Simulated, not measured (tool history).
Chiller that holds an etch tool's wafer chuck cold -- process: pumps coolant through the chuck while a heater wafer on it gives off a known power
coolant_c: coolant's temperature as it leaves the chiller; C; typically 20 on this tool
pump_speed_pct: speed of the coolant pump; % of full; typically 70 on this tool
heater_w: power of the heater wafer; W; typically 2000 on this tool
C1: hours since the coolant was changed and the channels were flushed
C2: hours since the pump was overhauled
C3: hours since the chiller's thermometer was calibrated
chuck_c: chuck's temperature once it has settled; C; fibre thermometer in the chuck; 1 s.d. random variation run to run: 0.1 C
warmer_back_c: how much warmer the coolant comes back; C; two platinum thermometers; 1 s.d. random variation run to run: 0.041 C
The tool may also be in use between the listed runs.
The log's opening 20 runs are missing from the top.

{"run": 21, "hour": 509.7, "coolant_c": 19, "pump_speed_pct": 73, "heater_w": 1584, "C1": 3223, "C2": 940, "C3": 40, "chuck_c": 33.4, "warmer_back_c": 7.17}
{"run": 22, "hour": 548.0, "coolant_c": 13, "pump_speed_pct": 92, "heater_w": 1371, "C1": 3261, "C2": 978, "C3": 78, "chuck_c": 23.8, "warmer_back_c": 4.85}
{"run": 23, "hour": 572.2, "coolant_c": 13, "pump_speed_pct": 92, "heater_w": 1371, "C1": 3285, "C2": 1002, "C3": 103, "chuck_c": 23.8, "warmer_back_c": 4.93}
{"run": 24, "hour": 595.8, "coolant_c": 16, "pump_speed_pct": 70, "heater_w": 2000, "C1": 3309, "C2": 1026, "C3": 126, "chuck_c": 34.6, "warmer_back_c": 9.34}
{"run": 25, "hour": 632.7, "coolant_c": 27, "pump_speed_pct": 61, "heater_w": 1927, "C1": 3345, "C2": 1063, "C3": 163, "chuck_c": 46.5, "warmer_back_c": 10.28}
{"run": 26, "hour": 651.4, "coolant_c": 22, "pump_speed_pct": 62, "heater_w": 2682, "C1": 3364, "C2": 1082, "C3": 182, "chuck_c": 48.8, "warmer_back_c": 13.97}
{"run": 27, "hour": 668.0, "coolant_c": 22, "pump_speed_pct": 62, "heater_w": 2682, "C1": 3381, "C2": 1098, "C3": 198, "chuck_c": 49.1, "warmer_back_c": 14.06}
{"run": 28, "hour": 703.8, "coolant_c": 22, "pump_speed_pct": 62, "heater_w": 2682, "C1": 3417, "C2": 1134, "C3": 234, "chuck_c": 49, "warmer_back_c": 14.11}
{"run": 29, "hour": 720.4, "coolant_c": 28, "pump_speed_pct": 74, "heater_w": 1680, "C1": 3433, "C2": 1151, "C3": 251, "chuck_c": 43.4, "warmer_back_c": 7.43}
{"run": 30, "hour": 754.5, "coolant_c": 28, "pump_speed_pct": 74, "heater_w": 1680, "C1": 3467, "C2": 1185, "C3": 285, "chuck_c": 43.1, "warmer_back_c": 7.44}
{"run": 31, "hour": 785.2, "coolant_c": 15, "pump_speed_pct": 74, "heater_w": 1680, "C1": 3498, "C2": 1216, "C3": 316, "chuck_c": 30.2, "warmer_back_c": 7.41}
{"run": 32, "hour": 803.0, "coolant_c": 21, "pump_speed_pct": 70, "heater_w": 2618, "C1": 3516, "C2": 1233, "C3": 333, "chuck_c": 45.4, "warmer_back_c": 12.23}

3 options for the next run, each taken on its own from the tool as it stands now. Forecast them:
{"run": "A", "hour": 827.0, "coolant_c": 13, "pump_speed_pct": 81, "heater_w": 2618, "C1": 3540, "C2": 1257, "C3": 357, "chuck_c": "?", "warmer_back_c": "?"}
{"run": "B", "hour": 827.0, "coolant_c": 20, "pump_speed_pct": 70, "heater_w": 1398, "C1": 3540, "C2": 1257, "C3": 357, "chuck_c": "?", "warmer_back_c": "?"}
{"run": "C", "hour": 827.0, "coolant_c": 21, "pump_speed_pct": 94, "heater_w": 1854, "C1": 3540, "C2": 1257, "C3": 357, "chuck_c": "?", "warmer_back_c": "?"}

run=A chuck_c=35.4 warmer_back_c=10.63
run=B chuck_c=33 warmer_back_c=6.59
run=C chuck_c=35.6 warmer_back_c=6.56
The same runs, with their run-to-run variation unchanged, on a tool lacking any hidden condition would have given:
run=A chuck_c=33.7 warmer_back_c=10.44
run=B chuck_c=32 warmer_back_c=6.47
run=C chuck_c=34.4 warmer_back_c=6.44

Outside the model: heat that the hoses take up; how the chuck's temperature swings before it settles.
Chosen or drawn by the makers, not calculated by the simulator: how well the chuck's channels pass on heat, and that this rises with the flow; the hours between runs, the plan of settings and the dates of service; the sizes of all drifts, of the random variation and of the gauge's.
